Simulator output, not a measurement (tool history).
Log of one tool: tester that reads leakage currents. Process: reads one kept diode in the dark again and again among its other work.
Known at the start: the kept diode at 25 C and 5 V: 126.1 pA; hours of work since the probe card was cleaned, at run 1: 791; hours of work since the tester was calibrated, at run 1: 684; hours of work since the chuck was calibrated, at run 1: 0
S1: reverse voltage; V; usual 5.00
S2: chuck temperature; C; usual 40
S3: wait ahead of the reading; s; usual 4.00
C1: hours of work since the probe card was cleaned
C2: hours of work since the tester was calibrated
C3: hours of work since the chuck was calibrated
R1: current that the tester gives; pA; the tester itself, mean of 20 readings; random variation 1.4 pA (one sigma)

run,hour,S1,S2,S3,C1,C2,C3,R1
1,0.0,5.00,40,4.00,791,684,0,478.83
2,75.2,5.00,40,4.00,850,743,59,479.73
3,129.6,5.00,40,4.00,893,785,101,479.90
4,206.3,5.00,40,4.00,953,846,162,479.88
5,268.8,5.00,40,4.00,1002,894,210,483.02
6,351.0,1.14,40,4.00,1066,959,275,235.07
7,400.6,1.14,40,4.00,1105,998,314,234.92
8,443.9,1.14,51,4.00,1139,1032,348,573.03
9,538.0,5.00,40,0.47,1213,1105,421,490.27
10,602.9,5.00,22,4.00,1263,1156,472,101.51
11,687.7,5.00,22,4.00,1330,1222,538,102.01
12,737.2,5.00,22,4.00,1368,1261,577,101.98
13,783.9,5.00,22,4.00,1405,1298,614,102.44
14,837.5,5.00,22,4.00,1447,1340,656,102.85
15,934.8,17.80,40,4.00,1523,1416,732,927.89
16,990.8,17.80,40,4.00,1567,1460,776,925.13
17,1049.8,5.00,40,4.00,1613,1506,822,496.84
18,1140.7,5.00,40,4.00,1684,1577,893,498.61
19,1220.0,5.00,40,4.00,1746,1639,955,500.40
20,1306.9,5.00,40,4.00,1815,1707,1023,502.28
# hour 1317.9: chuck's temperature calibrated
21,1380.0,6.06,33,0.50,1870,1763,49,287.70

Forecast run 22:
22,1479.0,6.06,37,0.50,1948,1840,126,?

R1: 404.35 pA
Without the tool's hidden state the same run would have given R1 405.30 pA.
